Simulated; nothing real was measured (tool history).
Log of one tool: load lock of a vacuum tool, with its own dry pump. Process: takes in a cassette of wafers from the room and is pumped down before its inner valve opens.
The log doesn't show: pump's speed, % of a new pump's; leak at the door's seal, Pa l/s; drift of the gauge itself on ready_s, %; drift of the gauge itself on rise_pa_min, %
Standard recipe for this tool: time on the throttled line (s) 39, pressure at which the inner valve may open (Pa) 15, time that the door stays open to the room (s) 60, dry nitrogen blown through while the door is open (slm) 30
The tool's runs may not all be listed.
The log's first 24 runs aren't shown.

run	hour	time on the throttled line (s)	pressure at which the inner valve may open (Pa)	time that the door stays open to the room (s)	dry nitrogen blown through while the door is open (slm)	hours that the pump has run since its overhaul	times that the door has closed on its seal	incoming humidity of the room's air, %	time from the closed door until the inner valve may open (s)	rise of the pressure with all valves shut (Pa/min)
25	10125.9	39	15	60	18	4376	2555	43.5	87.1	0.055
26	10775.1	39	15	60	18	5026	3248	43.3	86.9	0.061
27	11411.6	39	15	60	18	5662	3927	45.5	86.6	0.071
28	12008.6	39	15	60	18	6259	4564	45.9	87.4	0.083
29	12428.4	39	26	60	18	6679	5012	41.7	83.2	0.085
30	12980.1	39	17	60	30	7231	5601	44.9	86.6	0.095
31	13355.4	39	17	60	30	7606	6002	43.8	86.7	0.093
32	13799.5	63	17	60	30	8050	6476	43.6	103.3	0.108
33	14347.6	37	17	183	6	8598	7061	45.3	86.0	0.169

Alternative continuations, all from the tool just after run 33; predict every row:
A	14908.5	37	16	183	5	9159	7659	45.3	?	?
B	14908.5	33	15	60	30	9159	7659	43.6	?	?
C	14908.5	39	12	183	6	9159	7659	44.4	?	?

run	time from the closed door until the inner valve may open (s)	rise of the pressure with all valves shut (Pa/min)
A	85.9	0.192
B	83.8	0.136
C	89.7	0.189
Without the tool's hidden state the same runs would have given:
run	time from the closed door until the inner valve may open (s)	rise of the pressure with all valves shut (Pa/min)
A	83.9	0.076
B	81.7	0.020
C	87.5	0.075

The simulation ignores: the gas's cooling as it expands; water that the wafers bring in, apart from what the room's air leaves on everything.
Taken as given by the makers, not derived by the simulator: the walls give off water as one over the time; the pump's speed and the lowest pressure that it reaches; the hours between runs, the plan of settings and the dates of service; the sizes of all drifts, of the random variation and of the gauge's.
